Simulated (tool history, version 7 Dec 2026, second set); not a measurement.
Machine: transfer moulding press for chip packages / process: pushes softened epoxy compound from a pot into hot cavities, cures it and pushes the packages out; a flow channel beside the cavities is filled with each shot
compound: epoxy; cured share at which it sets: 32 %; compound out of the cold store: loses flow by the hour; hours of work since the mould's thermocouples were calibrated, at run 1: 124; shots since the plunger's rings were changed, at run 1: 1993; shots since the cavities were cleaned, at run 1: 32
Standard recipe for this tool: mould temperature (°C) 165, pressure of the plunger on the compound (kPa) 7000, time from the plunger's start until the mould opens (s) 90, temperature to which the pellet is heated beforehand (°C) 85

run,hour,mould temperature (°C),pressure of the plunger on the compound (kPa),time from the plunger's start until the mould opens (s),temperature to which the pellet is heated beforehand (°C),hours of work since the mould's thermocouples were calibrated,shots since the plunger's rings were changed,shots since the cavities were cleaned,incoming compound's hours out of the cold store,length that the compound runs in the flow channel (mm),greatest force on the pins that push the packages out (N)
1,0.0,165,7000,90,85,124,1993,32,26.6,514,457
# hour 52.0: cavities cleaned with cleaning compound and waxed
2,52.8,165,7000,90,85,147,2387,7,17.4,529,465
3,104.6,165,7000,90,85,169,2783,403,33.9,493,459
# hour 110.4: cavities cleaned with cleaning compound and waxed
# hour 165.7: cavities cleaned with cleaning compound and waxed
4,166.0,165,7000,90,85,195,3231,1,31.4,501,448
# hour 221.2: cavities cleaned with cleaning compound and waxed
5,223.6,165,7000,90,85,219,3662,18,31.1,503,461
6,267.2,165,6970,90,85,238,3996,352,27.3,504,470
# hour 282.8: cavities cleaned with cleaning compound and waxed
7,297.8,165,6470,90,85,250,4219,114,36.1,476,467
# hour 341.5: cavities cleaned with cleaning compound and waxed
8,344.9,165,6470,90,85,270,4570,26,36.5,479,470
9,375.8,165,6470,90,85,284,4806,262,39.3,464,451
# hour 402.2: cavities cleaned with cleaning compound and waxed
# hour 434.4: plunger's sealing rings changed
10,437.9,163,7000,90,85,309,27,255,20.7,535,552
# hour 462.6: cavities cleaned with cleaning compound and waxed
11,472.9,163,7000,90,85,323,284,79,11.9,556,505
12,512.8,165,7000,114,85,341,590,385,16.1,532,427
# hour 520.8: cavities cleaned with cleaning compound and waxed
13,571.3,165,7000,114,89,366,1027,387,33.3,500,418
# hour 577.0: cavities cleaned with cleaning compound and waxed
14,601.3,165,7000,114,89,378,1246,187,36.7,488,389
# hour 637.5: cavities cleaned with cleaning compound and waxed
15,647.5,165,7000,114,89,397,1589,77,13.9,540,424
# hour 693.8: cavities cleaned with cleaning compound and waxed
16,713.4,165,7920,122,85,425,2083,150,44.8,504,413
17,744.9,162,8180,120,92,439,2325,392,24.4,570,432
# hour 749.6: cavities cleaned with cleaning compound and waxed
# hour 805.9: cavities cleaned with cleaning compound and waxed
18,813.9,167,7000,97,87,468,2831,62,36.1,483,400
19,843.6,158,7000,90,88,481,3059,290,22.7,541,706
# hour 865.3: cavities cleaned with cleaning compound and waxed
20,915.3,158,7060,123,89,511,3597,383,38.1,504,449
# hour 924.9: cavities cleaned with cleaning compound and waxed
21,957.3,158,7000,90,85,529,3908,249,43.2,490,652
# hour 981.9: cavities cleaned with cleaning compound and waxed
22,992.5,165,6720,120,85,543,4167,82,42.9,470,409
# hour 1037.6: cavities cleaned with cleaning compound and waxed
23,1044.1,162,6720,102,85,565,4551,50,37.1,492,467
# hour 1093.5: cavities cleaned with cleaning compound and waxed
24,1093.8,164,6020,114,77,586,4920,2,32.6,465,420
# hour 1101.9: mould's thermocouples calibrated
25,1124.6,165,7000,90,86,10,5142,224,11.2,547,477
# hour 1134.8: plunger's sealing rings changed
# hour 1154.5: cavities cleaned with cleaning compound and waxed
26,1198.0,170,5930,90,76,40,473,334,24.9,464,396

Consider 5 possible next runs. They are alternatives, not a sequence: every one starts from the tool as it was left by run 26. What does each give?
# hour 1213.8: cavities cleaned with cleaning compound and waxed
A,1264.2,165,7000,72,77,68,969,386,26.4,?,?
# hour 1213.8: cavities cleaned with cleaning compound and waxed
B,1264.2,162,7000,90,85,68,969,386,45.3,?,?
# hour 1213.8: cavities cleaned with cleaning compound and waxed
C,1264.2,165,7000,90,83,68,969,386,21.6,?,?
# hour 1213.8: cavities cleaned with cleaning compound and waxed
D,1264.2,159,7340,90,82,68,969,386,40.8,?,?
# hour 1213.8: cavities cleaned with cleaning compound and waxed
E,1264.2,170,7350,93,76,68,969,386,18.4,?,?

run,length that the compound runs in the flow channel (mm),greatest force on the pins that push the packages out (N)
A,513,676
B,479,517
C,520,473
D,503,641
E,530,413
Take away the tool's hidden state, keep each run's random variation, and the runs would have read:
run,length that the compound runs in the flow channel (mm),greatest force on the pins that push the packages out (N)
A,513,668
B,479,511
C,520,468
D,503,634
E,531,409
